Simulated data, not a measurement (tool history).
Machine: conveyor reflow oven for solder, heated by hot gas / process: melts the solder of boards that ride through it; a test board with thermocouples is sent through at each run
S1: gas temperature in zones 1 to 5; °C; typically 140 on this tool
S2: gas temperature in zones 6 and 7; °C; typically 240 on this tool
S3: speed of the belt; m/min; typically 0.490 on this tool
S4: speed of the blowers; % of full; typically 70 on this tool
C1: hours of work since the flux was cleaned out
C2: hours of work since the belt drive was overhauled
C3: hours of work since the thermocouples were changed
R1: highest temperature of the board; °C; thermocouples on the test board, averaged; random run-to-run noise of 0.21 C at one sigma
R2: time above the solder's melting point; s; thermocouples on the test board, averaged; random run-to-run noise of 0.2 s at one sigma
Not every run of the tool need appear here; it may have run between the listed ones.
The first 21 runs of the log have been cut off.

run    hour   S1   S2     S3  S4   C1   C2    C3     R1     R2
 22   662.5  147  240  0.403  59  318  703  1018  225.8  103.2
 23   710.9  147  240  0.403  59  342  726  1041  225.5  104.0
 24   735.7  147  240  0.403  59  354  738  1053  225.9  103.6
 25   772.2  142  248  0.440  59  371  756  1071  228.8   94.9
 26   795.3  142  248  0.440  59  382  767  1082  228.9   94.6
 27   833.2  140  243  0.521  81  400  785  1100  225.4   76.2
 28   880.2  140  243  0.521  81  423  807  1123  225.3   76.3
 29   901.9  140  243  0.521  81  433  818  1133  225.4   76.3
 30   945.0  140  239  0.490  70  454  839  1154  220.8   77.0
 31   986.8  130  250  0.490  70  474  859  1174  228.3   79.4
 32  1010.6  132  250  0.490  75  486  870  1185  230.3   81.6

Each row is a separate what-if for the run after 32, all from the same tool condition, not one after another. Results?
     1033.9  -- flux residue cleaned out of gas plates and filters
  A  1058.2  140  240  0.490  80  12  891  1206   ?   ?
     1033.9  -- flux residue cleaned out of gas plates and filters
  B  1058.2  140  240  0.490  87  12  891  1206   ?   ?
     1033.9  -- flux residue cleaned out of gas plates and filters
  C  1058.2  128  240  0.432  55  12  891  1206   ?   ?

run     R1    R2
  A  224.6  81.3
  B  226.3  82.7
  C  218.5  79.1
Without the tool's unlogged condition, the same runs would have read:
run     R1    R2
  A  224.5  81.2
  B  226.3  82.6
  C  218.5  79.0

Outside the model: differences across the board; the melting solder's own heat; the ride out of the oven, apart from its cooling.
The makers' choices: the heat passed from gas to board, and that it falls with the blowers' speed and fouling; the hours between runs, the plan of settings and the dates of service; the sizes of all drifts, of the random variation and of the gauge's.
